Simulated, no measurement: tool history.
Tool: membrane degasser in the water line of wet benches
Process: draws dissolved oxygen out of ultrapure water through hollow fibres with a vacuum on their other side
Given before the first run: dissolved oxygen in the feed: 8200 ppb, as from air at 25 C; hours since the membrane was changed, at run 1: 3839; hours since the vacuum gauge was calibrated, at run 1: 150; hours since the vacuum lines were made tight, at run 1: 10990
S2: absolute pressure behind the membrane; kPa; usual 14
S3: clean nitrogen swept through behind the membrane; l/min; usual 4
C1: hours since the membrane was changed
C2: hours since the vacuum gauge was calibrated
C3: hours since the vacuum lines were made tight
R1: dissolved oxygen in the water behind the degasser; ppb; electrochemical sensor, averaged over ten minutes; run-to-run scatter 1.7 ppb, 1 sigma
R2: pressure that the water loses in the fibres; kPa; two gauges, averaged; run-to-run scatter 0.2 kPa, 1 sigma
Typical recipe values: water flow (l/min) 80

{"run": 1, "day": 0.0, "water flow (l/min)": 80, "S2": 14, "S3": 4, "C1": 3839, "C2": 150, "C3": 10990, "R1": 461.1, "R2": 45.83}
{"run": 2, "day": 2.442, "water flow (l/min)": 80, "S2": 14, "S3": 4, "C1": 3897, "C2": 209, "C3": 11048, "R1": 463.3, "R2": 46.17}
{"day": 7.058, "done": "seals of the vacuum lines changed"}
{"run": 3, "day": 7.558, "water flow (l/min)": 95, "S2": 14, "S3": 4, "C1": 4018, "C2": 330, "C3": 12, "R1": 531.9, "R2": 55.06}
{"run": 4, "day": 13.533, "water flow (l/min)": 80, "S2": 14, "S3": 4, "C1": 4161, "C2": 473, "C3": 155, "R1": 462.9, "R2": 45.99}
{"run": 5, "day": 17.333, "water flow (l/min)": 49, "S2": 14, "S3": 4, "C1": 4253, "C2": 564, "C3": 247, "R1": 297.5, "R2": 28.19}
{"run": 6, "day": 23.225, "water flow (l/min)": 80, "S2": 14, "S3": 9.93, "C1": 4394, "C2": 706, "C3": 388, "R1": 205.3, "R2": 46.2}
{"run": 7, "day": 28.825, "water flow (l/min)": 120, "S2": 14, "S3": 4, "C1": 4528, "C2": 840, "C3": 522, "R1": 645.2, "R2": 69.5}
{"run": 8, "day": 34.421, "water flow (l/min)": 105, "S2": 14, "S3": 4, "C1": 4663, "C2": 975, "C3": 657, "R1": 578.2, "R2": 60.84}
{"run": 9, "day": 37.25, "water flow (l/min)": 80, "S2": 14, "S3": 4, "C1": 4731, "C2": 1042, "C3": 725, "R1": 458.8, "R2": 46.43}
{"run": 10, "day": 40.942, "water flow (l/min)": 80, "S2": 14, "S3": 4, "C1": 4819, "C2": 1131, "C3": 813, "R1": 461.6, "R2": 46.29}
{"run": 11, "day": 45.054, "water flow (l/min)": 80, "S2": 14, "S3": 4, "C1": 4918, "C2": 1230, "C3": 912, "R1": 461.1, "R2": 46.29}
{"run": 12, "day": 48.104, "water flow (l/min)": 80, "S2": 14, "S3": 6.37, "C1": 4991, "C2": 1303, "C3": 985, "R1": 308.9, "R2": 46.72}
{"run": 13, "day": 52.454, "water flow (l/min)": 99, "S2": 14, "S3": 4, "C1": 5095, "C2": 1407, "C3": 1090, "R1": 553.9, "R2": 57.73}
{"run": 14, "day": 57.821, "water flow (l/min)": 99, "S2": 14, "S3": 4, "C1": 5224, "C2": 1536, "C3": 1218, "R1": 551.9, "R2": 57.86}
{"run": 15, "day": 60.908, "water flow (l/min)": 110, "S2": 34.3, "S3": 8.91, "C1": 5298, "C2": 1610, "C3": 1292, "R1": 815.3, "R2": 64.53}
{"run": 16, "day": 64.262, "water flow (l/min)": 110, "S2": 34.3, "S3": 8.91, "C1": 5379, "C2": 1691, "C3": 1373, "R1": 820.1, "R2": 63.98}
{"run": 17, "day": 66.792, "water flow (l/min)": 110, "S2": 34.3, "S3": 8.91, "C1": 5440, "C2": 1751, "C3": 1434, "R1": 818.1, "R2": 63.94}
{"run": 18, "day": 72.617, "water flow (l/min)": 110, "S2": 34.3, "S3": 8.91, "C1": 5579, "C2": 1891, "C3": 1573, "R1": 822.3, "R2": 63.94}
{"run": 19, "day": 77.983, "water flow (l/min)": 108, "S2": 34.3, "S3": 8.91, "C1": 5708, "C2": 2020, "C3": 1702, "R1": 807.8, "R2": 63.08}
{"run": 20, "day": 81.742, "water flow (l/min)": 108, "S2": 34.3, "S3": 8.91, "C1": 5798, "C2": 2110, "C3": 1792, "R1": 808.6, "R2": 62.88}
{"run": 21, "day": 86.038, "water flow (l/min)": 127, "S2": 12.5, "S3": 5.92, "C1": 5901, "C2": 2213, "C3": 1896, "R1": 431.1, "R2": 74.27}
{"run": 22, "day": 89.233, "water flow (l/min)": 127, "S2": 12.5, "S3": 8.09, "C1": 5978, "C2": 2290, "C3": 1972, "R1": 330.4, "R2": 74.12}
{"run": 23, "day": 91.871, "water flow (l/min)": 59, "S2": 16.3, "S3": 2.05, "C1": 6041, "C2": 2353, "C3": 2036, "R1": 738.9, "R2": 34.41}
{"run": 24, "day": 96.925, "water flow (l/min)": 59, "S2": 16.3, "S3": 2.05, "C1": 6163, "C2": 2475, "C3": 2157, "R1": 739.3, "R2": 34.95}
{"run": 25, "day": 102.675, "water flow (l/min)": 51, "S2": 14, "S3": 7.11, "C1": 6301, "C2": 2613, "C3": 2295, "R1": 184.6, "R2": 30.08}
{"run": 26, "day": 108.442, "water flow (l/min)": 115, "S2": 14, "S3": 7.11, "C1": 6439, "C2": 2751, "C3": 2433, "R1": 389.9, "R2": 67.02}
{"run": 27, "day": 113.5, "water flow (l/min)": 115, "S2": 14, "S3": 7.11, "C1": 6561, "C2": 2872, "C3": 2555, "R1": 388.3, "R2": 67.74}

Alternative continuations, all from the tool just after run 27; predict every row:
{"run": "A", "day": 117.612, "water flow (l/min)": 80, "S2": 14, "S3": 6.12, "C1": 6659, "C2": 2971, "C3": 2653, "R1": "?", "R2": "?"}
{"run": "B", "day": 117.612, "water flow (l/min)": 91, "S2": 15.8, "S3": 4, "C1": 6659, "C2": 2971, "C3": 2653, "R1": "?", "R2": "?"}
{"run": "C", "day": 117.612, "water flow (l/min)": 62, "S2": 14, "S3": 7.11, "C1": 6659, "C2": 2971, "C3": 2653, "R1": "?", "R2": "?"}
{"run": "D", "day": 117.612, "water flow (l/min)": 80, "S2": 14, "S3": 11.67, "C1": 6659, "C2": 2971, "C3": 2653, "R1": "?", "R2": "?"}
{"run": "E", "day": 117.612, "water flow (l/min)": 80, "S2": 14, "S3": 2.31, "C1": 6659, "C2": 2971, "C3": 2653, "R1": "?", "R2": "?"}

run=A R1=318.2 R2=47.15
run=B R1=591.2 R2=53.13
run=C R1=221.6 R2=36.31
run=D R1=178.5 R2=46.84
run=E R1=718.5 R2=47.03
Without the tool's unlogged condition, the same runs would have read:
run=A R1=318.1 R2=46.12
run=B R1=591.1 R2=51.96
run=C R1=221.6 R2=35.51
run=D R1=178.4 R2=45.81
run=E R1=718.4 R2=46
